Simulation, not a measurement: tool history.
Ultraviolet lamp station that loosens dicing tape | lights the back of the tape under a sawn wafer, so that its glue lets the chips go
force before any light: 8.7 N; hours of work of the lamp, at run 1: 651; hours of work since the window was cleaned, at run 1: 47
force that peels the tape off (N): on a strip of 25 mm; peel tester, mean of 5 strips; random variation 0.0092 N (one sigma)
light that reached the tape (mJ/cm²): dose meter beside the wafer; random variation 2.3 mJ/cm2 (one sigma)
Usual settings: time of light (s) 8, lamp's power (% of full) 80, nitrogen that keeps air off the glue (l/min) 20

run,hour,time of light (s),lamp's power (% of full),nitrogen that keeps air off the glue (l/min),hours of work of the lamp,hours of work since the window was cleaned,force that peels the tape off (N),light that reached the tape (mJ/cm²)
1,0.0,8,80,20,651,47,0.477,204
2,24.3,8,80,20,662,59,0.498,205
3,52.1,8,78,20,675,71,0.526,197
4,76.1,8,80,20,686,83,0.502,202
5,93.3,8,80,20,694,90,0.510,201
6,112.5,8,80,20,703,99,0.505,202
7,138.6,8,80,20,715,111,0.521,198
8,162.3,4,80,20,726,122,1.777,97
9,183.0,4,80,20,735,132,1.830,96
10,197.7,9,80,20,742,139,0.431,222
11,227.9,8,80,20,756,153,0.537,195
12,249.5,8,80,20,766,163,0.558,193
13,277.7,8,80,20,779,176,0.555,192
14,295.6,8,80,20,788,184,0.555,188
15,317.4,8,80,20,798,194,0.573,190
16,353.1,8,80,20,814,211,0.580,190
17,380.9,8,80,20,827,224,0.576,187
18,412.4,8,91,20,842,238,0.464,209
19,433.1,13,80,20,851,248,0.277,298
20,460.6,13,62,20,864,261,0.410,237
21,496.0,9,62,20,880,277,0.806,161
22,521.0,7,81,12,892,289,1.104,160
# hour 532.8: window cleaned of glue's vapour
23,537.8,7,81,12,899,2,1.009,176
24,573.5,7,81,12,916,19,1.018,174
25,602.7,7,81,12,930,32,1.008,174
26,621.0,12,91,8,938,41,0.421,328
27,636.4,5,88,15,945,48,1.368,132
28,666.5,6,83,28,959,62,0.686,148
29,694.3,6,76,34,972,75,0.752,136
30,724.9,6,76,34,986,89,0.738,133
31,748.3,5,76,16,997,100,1.768,111
32,772.5,6,93,31,1008,111,0.529,165
33,805.5,14,84,31,1023,126,0.231,335
34,839.2,9,76,18,1039,142,0.572,194
35,868.8,4,75,34,1053,156,1.670,88
36,887.5,4,75,34,1061,164,1.632,82
37,904.7,4,75,34,1069,172,1.697,85
38,922.7,4,75,34,1078,181,1.719,86
39,937.9,4,75,34,1085,188,1.706,83
40,952.8,12,80,20,1092,194,0.319,267
41,975.6,12,80,20,1102,205,0.322,266
42,996.1,7,80,33,1112,215,0.574,154

Forecast each of these 5 alternatives for the next run:
A,1018.3,14,80,20,1122,225,?,?
B,1018.3,8,74,20,1122,225,?,?
C,1018.3,6,80,20,1122,225,?,?
D,1018.3,4,80,8,1122,225,?,?
E,1018.3,7,79,16,1122,225,?,?

run,force that peels the tape off (N),light that reached the tape (mJ/cm²)
A,0.271,308
B,0.749,164
C,1.100,132
D,3.335,89
E,1.043,157
Without the tool's hidden state the same runs would have given:
run,force that peels the tape off (N),light that reached the tape (mJ/cm²)
A,0.234,411
B,0.433,218
C,0.637,177
D,2.446,119
E,0.598,208
